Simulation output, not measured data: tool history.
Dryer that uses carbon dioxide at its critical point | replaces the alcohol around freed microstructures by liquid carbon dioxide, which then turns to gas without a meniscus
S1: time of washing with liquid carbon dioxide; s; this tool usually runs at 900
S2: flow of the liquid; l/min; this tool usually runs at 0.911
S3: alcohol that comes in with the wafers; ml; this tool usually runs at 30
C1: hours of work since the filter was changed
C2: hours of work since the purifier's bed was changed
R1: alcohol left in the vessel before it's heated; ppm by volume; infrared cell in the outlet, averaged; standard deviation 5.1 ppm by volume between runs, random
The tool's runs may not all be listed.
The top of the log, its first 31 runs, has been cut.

Run 32, hour 611.9: usual settings but S1 1080 s, S2 1.325 l/min, S3 91 ml; C1 217; C2 808. Result: R1 222 ppm by volume.
Run 33, hour 632.1: usual settings but S1 1380 s, S2 1.052 l/min, S3 25 ml; C1 231; C2 821. Result: R1 222 ppm by volume.
Run 34, hour 644.7: usual settings but S1 1380 s, S2 1.052 l/min, S3 25 ml; C1 239; C2 830. Result: R1 229 ppm by volume.
Run 35, hour 658.1: usual settings but S1 660 s, S2 0.661 l/min; C1 249; C2 839. Result: R1 1262 ppm by volume.
Run 36, hour 673.7: usual settings but S1 660 s, S2 0.661 l/min; C1 259; C2 850. Result: R1 1251 ppm by volume.
Run 37, hour 685.2: usual settings but S1 660 s, S2 1.189 l/min, S3 54 ml; C1 267; C2 858. Result: R1 489 ppm by volume.
Run 38, hour 708.5: usual settings but S1 960 s, S2 1.352 l/min, S3 105 ml; C1 283; C2 874. Result: R1 272 ppm by volume.
Run 39, hour 724.6: usual settings but S1 840 s, S2 0.560 l/min, S3 105 ml; C1 294; C2 885. Result: R1 3286 ppm by volume.

Alternative continuations, all from the tool just after run 39; predict every row:
Run A, hour 743.7: usual settings but S1 840 s, S2 0.560 l/min, S3 86 ml; C1 308; C2 899. Result: R1 ?.
Run B, hour 743.7: usual settings but S1 840 s, S2 0.560 l/min, S3 23 ml; C1 308; C2 899. Result: R1 ?.
Run C, hour 743.7: usual settings but S1 1380 s, S2 1.353 l/min, S3 96 ml; C1 308; C2 899. Result: R1 ?.
Run D, hour 743.7: usual settings but S3 25 ml; C1 308; C2 899. Result: R1 ?.
Run E, hour 743.7: usual settings but S1 780 s, S2 1.028 l/min, S3 56 ml; C1 308; C2 899. Result: R1 ?.

run    R1
  A  2807
  B   897
  C   248
  D   337
  E   493
With no hidden state in the tool, these same runs would have given:
run    R1
  A  1862
  B   478
  C     9
  D    59
  E   151
